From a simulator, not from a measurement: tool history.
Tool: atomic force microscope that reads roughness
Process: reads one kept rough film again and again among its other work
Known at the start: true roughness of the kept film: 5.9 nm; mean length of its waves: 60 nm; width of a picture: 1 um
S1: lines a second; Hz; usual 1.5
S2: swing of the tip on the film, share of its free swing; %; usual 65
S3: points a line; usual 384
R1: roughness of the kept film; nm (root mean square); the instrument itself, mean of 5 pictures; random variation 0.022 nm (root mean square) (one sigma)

run,hour,S1,S2,S3,R1
1,0,1.5,65,384,5.307
2,10.7,1.5,65,384,5.332
3,16.7,1.5,65,384,5.346
4,24.2,1.5,65,357,5.356
5,33.7,1.5,65,357,5.305
6,39.7,1.5,65,357,5.329
7,47,1.5,65,357,5.303
8,59,1.5,65,357,5.301
9,67.7,1.5,65,357,5.267
10,77.4,0.76,65,384,5.457
11,87.3,1.5,65,384,5.298
12,97.7,0.59,72,705,5.434
13,106.8,0.59,72,705,5.462
# hour 109.6: new tip fitted
14,116.1,0.59,72,705,5.496

The next listed run, before its measurement:
15,124.4,0.59,72,705,?

R1: 5.439 nm (root mean square)
Without the tool's hidden state the same run would have given R1 5.441 nm (root mean square).
